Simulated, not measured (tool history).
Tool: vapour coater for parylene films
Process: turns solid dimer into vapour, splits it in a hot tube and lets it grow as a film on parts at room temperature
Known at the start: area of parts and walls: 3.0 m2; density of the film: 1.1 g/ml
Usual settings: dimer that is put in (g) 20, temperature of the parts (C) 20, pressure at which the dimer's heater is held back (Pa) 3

run	hour	dimer that is put in (g)	temperature of the parts (C)	pressure at which the dimer's heater is held back (Pa)	thickness of the film (µm)
1	0	20	20	3	3.16
2	77.9	20	20	6.93	2.95
3	142.8	20	20	6.93	2.94
4	181.4	20	18	6.93	3.13
# hour 189.4: table's thermometer calibrated
5	225.7	20	23	3	2.91
6	291.1	20	13	3	3.99
7	369	25	20	3	4.01
# hour 411.3: trap's valve overhauled
8	412.8	25	20	3	4.03
9	460.4	25	20	3	4.03
10	523.1	10	20	3	1.64
11	595.8	20	20	3	3.24
12	648	12	20	3	1.95
# hour 653.7: gauge calibrated
13	686.7	12	20	3	1.9
14	761.8	12	20	3	1.92
15	818.9	12	20	3	1.91
16	874.9	12	20	3	1.9
17	917.5	12	20	3	1.96
18	954.1	12	20	10.79	1.72
19	1019.8	12	20	10.79	1.72
20	1090.6	20	18	3	3.44
21	1153.3	18	14	2.38	3.58
22	1202.3	30	16	8.39	5
# hour 1275.4: trap's valve overhauled
23	1275.4	33	13	3.34	6.57
24	1331.3	10	15	6.52	1.77
25	1380	10	15	6.52	1.76
26	1449.9	13	18	4.64	2.18
27	1494.9	13	18	4.64	2.2
28	1569.1	15	30	4.64	1.75
29	1619.4	15	30	4.64	1.74
30	1690.3	15	30	4.64	1.75
31	1726.9	15	30	4.64	1.78
32	1767.4	17	26	8.54	2.13
33	1826.8	17	28	2.22	2.27
34	1888.4	21	14	3	4.22
35	1966.3	25	17	3.43	4.53
36	2009	11	14	3	2.2
37	2059.9	20	19	2.64	3.51
38	2115.1	20	26	9.84	2.52
# hour 2139: trap's valve overhauled
39	2189.9	20	26	9.84	2.53

4 ways to go on from here, each from the tool as it stands after run 39. What would each give?
A	2252.7	12	20	6.38	?
B	2252.7	20	21	6.85	?
C	2252.7	8	15	7.64	?
D	2252.7	20	17	10.2	?

run	thickness of the film (µm)
A	1.9
B	3.01
C	1.46
D	3.31
Without the tool's hidden state the same runs would have given:
run	thickness of the film (µm)
A	1.78
B	2.83
C	1.37
D	3.11
